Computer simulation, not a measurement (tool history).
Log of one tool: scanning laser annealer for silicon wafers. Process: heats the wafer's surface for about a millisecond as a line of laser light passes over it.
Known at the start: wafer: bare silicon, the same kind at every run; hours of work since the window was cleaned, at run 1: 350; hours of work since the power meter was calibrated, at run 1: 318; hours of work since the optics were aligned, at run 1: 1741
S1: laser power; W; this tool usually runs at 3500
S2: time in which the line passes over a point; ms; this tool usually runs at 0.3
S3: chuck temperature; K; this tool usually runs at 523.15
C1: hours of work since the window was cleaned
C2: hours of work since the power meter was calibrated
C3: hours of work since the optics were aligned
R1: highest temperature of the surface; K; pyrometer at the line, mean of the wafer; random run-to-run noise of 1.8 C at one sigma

{"run": 1, "day": 0.0, "S1": 3500, "S2": 0.3, "S3": 523.15, "C1": 350, "C2": 318, "C3": 1741, "R1": 1289.15}
{"run": 2, "day": 0.562, "S1": 3500, "S2": 0.3, "S3": 523.15, "C1": 360, "C2": 328, "C3": 1751, "R1": 1286.15}
{"run": 3, "day": 1.054, "S1": 3500, "S2": 0.3, "S3": 523.15, "C1": 369, "C2": 336, "C3": 1760, "R1": 1288.15}
{"run": 4, "day": 1.4, "S1": 3500, "S2": 0.3, "S3": 523.15, "C1": 375, "C2": 342, "C3": 1766, "R1": 1287.15}
{"run": 5, "day": 1.817, "S1": 3500, "S2": 0.3, "S3": 523.15, "C1": 382, "C2": 349, "C3": 1773, "R1": 1288.15}
{"run": 6, "day": 2.333, "S1": 3500, "S2": 0.3, "S3": 523.15, "C1": 391, "C2": 359, "C3": 1782, "R1": 1287.15}
{"run": 7, "day": 2.767, "S1": 3500, "S2": 0.3, "S3": 523.15, "C1": 399, "C2": 366, "C3": 1790, "R1": 1290.15}
{"run": 8, "day": 3.3, "S1": 3500, "S2": 0.3, "S3": 523.15, "C1": 408, "C2": 375, "C3": 1799, "R1": 1290.15}
{"day": 4.112, "done": "optics aligned, line set to its width"}
{"run": 9, "day": 4.154, "S1": 2983, "S2": 0.3, "S3": 523.15, "C1": 419, "C2": 387, "C3": 1, "R1": 1163.15}
{"run": 10, "day": 4.838, "S1": 2983, "S2": 0.3, "S3": 523.15, "C1": 431, "C2": 399, "C3": 13, "R1": 1163.15}
{"run": 11, "day": 5.554, "S1": 3103, "S2": 0.3, "S3": 523.15, "C1": 444, "C2": 411, "C3": 25, "R1": 1192.15}
{"run": 12, "day": 6.012, "S1": 3500, "S2": 0.3, "S3": 523.15, "C1": 452, "C2": 419, "C3": 33, "R1": 1285.15}
{"run": 13, "day": 6.45, "S1": 3500, "S2": 0.3, "S3": 523.15, "C1": 459, "C2": 427, "C3": 41, "R1": 1287.15}
{"run": 14, "day": 7.125, "S1": 3500, "S2": 0.3, "S3": 523.15, "C1": 471, "C2": 439, "C3": 53, "R1": 1284.15}
{"run": 15, "day": 7.846, "S1": 3500, "S2": 0.3, "S3": 523.15, "C1": 484, "C2": 451, "C3": 65, "R1": 1288.15}
{"run": 16, "day": 8.496, "S1": 3500, "S2": 0.3, "S3": 523.15, "C1": 495, "C2": 463, "C3": 77, "R1": 1286.15}
{"run": 17, "day": 8.992, "S1": 3500, "S2": 0.3, "S3": 523.15, "C1": 504, "C2": 472, "C3": 85, "R1": 1284.15}
{"run": 18, "day": 9.417, "S1": 3500, "S2": 0.3, "S3": 532.15, "C1": 511, "C2": 479, "C3": 93, "R1": 1296.15}
{"run": 19, "day": 9.858, "S1": 3500, "S2": 0.3, "S3": 523.15, "C1": 519, "C2": 487, "C3": 101, "R1": 1285.15}
{"day": 10.212, "done": "window over the wafer cleaned"}
{"run": 20, "day": 10.529, "S1": 3500, "S2": 0.3, "S3": 523.15, "C1": 6, "C2": 497, "C3": 111, "R1": 1287.15}
{"run": 21, "day": 10.983, "S1": 3500, "S2": 0.3, "S3": 523.15, "C1": 14, "C2": 505, "C3": 119, "R1": 1287.15}
{"run": 22, "day": 11.412, "S1": 3325, "S2": 0.225, "S3": 511.15, "C1": 21, "C2": 512, "C3": 126, "R1": 1148.15}
{"run": 23, "day": 11.758, "S1": 3480, "S2": 0.214, "S3": 523.15, "C1": 27, "C2": 519, "C3": 132, "R1": 1175.15}
{"run": 24, "day": 12.242, "S1": 3163, "S2": 0.309, "S3": 547.15, "C1": 36, "C2": 527, "C3": 141, "R1": 1239.15}
{"run": 25, "day": 12.838, "S1": 3163, "S2": 0.272, "S3": 554.15, "C1": 46, "C2": 537, "C3": 151, "R1": 1208.15}
{"run": 26, "day": 13.425, "S1": 3418, "S2": 0.277, "S3": 487.15, "C1": 56, "C2": 548, "C3": 162, "R1": 1207.15}
{"run": 27, "day": 13.883, "S1": 3418, "S2": 0.277, "S3": 487.15, "C1": 64, "C2": 556, "C3": 170, "R1": 1207.15}
{"run": 28, "day": 14.312, "S1": 3445, "S2": 0.277, "S3": 487.15, "C1": 72, "C2": 563, "C3": 177, "R1": 1215.15}
{"run": 29, "day": 14.754, "S1": 3500, "S2": 0.249, "S3": 523.15, "C1": 80, "C2": 571, "C3": 185, "R1": 1226.15}
{"run": 30, "day": 15.108, "S1": 3717, "S2": 0.347, "S3": 493.15, "C1": 86, "C2": 577, "C3": 191, "R1": 1367.15}
{"run": 31, "day": 15.683, "S1": 3489, "S2": 0.347, "S3": 521.15, "C1": 96, "C2": 587, "C3": 201, "R1": 1336.15}
{"run": 32, "day": 16.258, "S1": 3190, "S2": 0.225, "S3": 556.15, "C1": 106, "C2": 597, "C3": 211, "R1": 1160.15}
{"run": 33, "day": 16.679, "S1": 3190, "S2": 0.225, "S3": 556.15, "C1": 113, "C2": 605, "C3": 219, "R1": 1163.15}
{"run": 34, "day": 17.171, "S1": 3413, "S2": 0.225, "S3": 556.15, "C1": 122, "C2": 613, "C3": 227, "R1": 1209.15}
{"run": 35, "day": 17.675, "S1": 3413, "S2": 0.225, "S3": 556.15, "C1": 131, "C2": 622, "C3": 236, "R1": 1208.15}
{"run": 36, "day": 18.329, "S1": 3543, "S2": 0.253, "S3": 514.15, "C1": 142, "C2": 634, "C3": 248, "R1": 1233.15}
{"run": 37, "day": 18.717, "S1": 3543, "S2": 0.253, "S3": 514.15, "C1": 149, "C2": 640, "C3": 254, "R1": 1231.15}
{"run": 38, "day": 19.171, "S1": 3500, "S2": 0.327, "S3": 523.15, "C1": 157, "C2": 648, "C3": 262, "R1": 1314.15}
{"run": 39, "day": 19.888, "S1": 3500, "S2": 0.327, "S3": 523.15, "C1": 169, "C2": 661, "C3": 275, "R1": 1317.15}
{"run": 40, "day": 20.2, "S1": 3603, "S2": 0.304, "S3": 538.15, "C1": 175, "C2": 666, "C3": 280, "R1": 1332.15}
{"run": 41, "day": 20.525, "S1": 3095, "S2": 0.288, "S3": 504.15, "C1": 181, "C2": 672, "C3": 286, "R1": 1159.15}

Describe how what the log doesn't record of the tool's condition differs between the last listed run preceding each entry between runs and the first listed run following it.
In the gap between runs 8 and 9: optics aligned, line set to its width (day 4.112)
  width of the line over the set one, %: 0.07 -> 0
In the gap between runs 19 and 20: window over the wafer cleaned (day 10.212)
  light that passes the window, % of a clean one's: 99.92 -> 100
